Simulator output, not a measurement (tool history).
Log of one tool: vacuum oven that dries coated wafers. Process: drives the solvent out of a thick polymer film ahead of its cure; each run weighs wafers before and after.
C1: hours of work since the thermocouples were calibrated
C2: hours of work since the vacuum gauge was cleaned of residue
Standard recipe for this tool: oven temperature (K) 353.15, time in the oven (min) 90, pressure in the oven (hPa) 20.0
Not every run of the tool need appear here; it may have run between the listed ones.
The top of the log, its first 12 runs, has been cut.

Run 13, hour 1102.1: usual settings but oven temperature (K) 350.15, time in the oven (min) 154; C1 219; C2 2686. Result: solvent left in the film (%) 2.03.
Run 14, hour 1204.9: usual settings but pressure in the oven (hPa) 20.2; C1 286; C2 2753. Result: solvent left in the film (%) 2.31.
Run 15, hour 1283.3: usual settings but oven temperature (K) 339.15; C1 336; C2 2803. Result: solvent left in the film (%) 6.81.
Run 16, hour 1394.6: usual settings but oven temperature (K) 339.15; C1 409; C2 2876. Result: solvent left in the film (%) 6.71.
Run 17, hour 1471.6: usual settings but oven temperature (K) 339.15; C1 458; C2 2925. Result: solvent left in the film (%) 6.77.
Run 18, hour 1590.2: usual settings but oven temperature (K) 339.15; C1 535; C2 3002. Result: solvent left in the film (%) 6.89.
At hour 1635.5: vacuum gauge cleaned of residue and calibrated.
Run 19, hour 1641.6: usual settings but oven temperature (K) 339.15; C1 568; C2 4. Result: solvent left in the film (%) 5.83.
Run 20, hour 1741.3: usual settings but oven temperature (K) 339.15; C1 632; C2 69. Result: solvent left in the film (%) 5.75.
Run 21, hour 1857.0: usual settings but oven temperature (K) 339.15; C1 707; C2 144. Result: solvent left in the film (%) 5.71.
Run 22, hour 1929.9: usual settings but oven temperature (K) 339.15; C1 754; C2 191. Result: solvent left in the film (%) 5.65.
Run 23, hour 1996.3: usual settings but oven temperature (K) 339.15; C1 797; C2 234. Result: solvent left in the film (%) 5.66.
Run 24, hour 2113.3: usual settings but oven temperature (K) 365.15, time in the oven (min) 55; C1 873; C2 310. Result: solvent left in the film (%) 0.94.
Run 25, hour 2186.5: usual settings but oven temperature (K) 365.15, time in the oven (min) 55; C1 921; C2 357. Result: solvent left in the film (%) 0.93.
Run 26, hour 2236.6: usual settings but oven temperature (K) 352.15, time in the oven (min) 149; C1 953; C2 389. Result: solvent left in the film (%) 1.30.

What does the tool deliver on the next run?
Run 27, hour 2307.9: usual settings but oven temperature (K) 339.15, time in the oven (min) 125, pressure in the oven (hPa) 27.7; C1 999; C2 436. Result: solvent left in the film (%) ?.

{"run 27": {"solvent left in the film (%)": 4.6}}
The same run, on a tool lacking any hidden state, would have yielded solvent left in the film (%) 4.89.
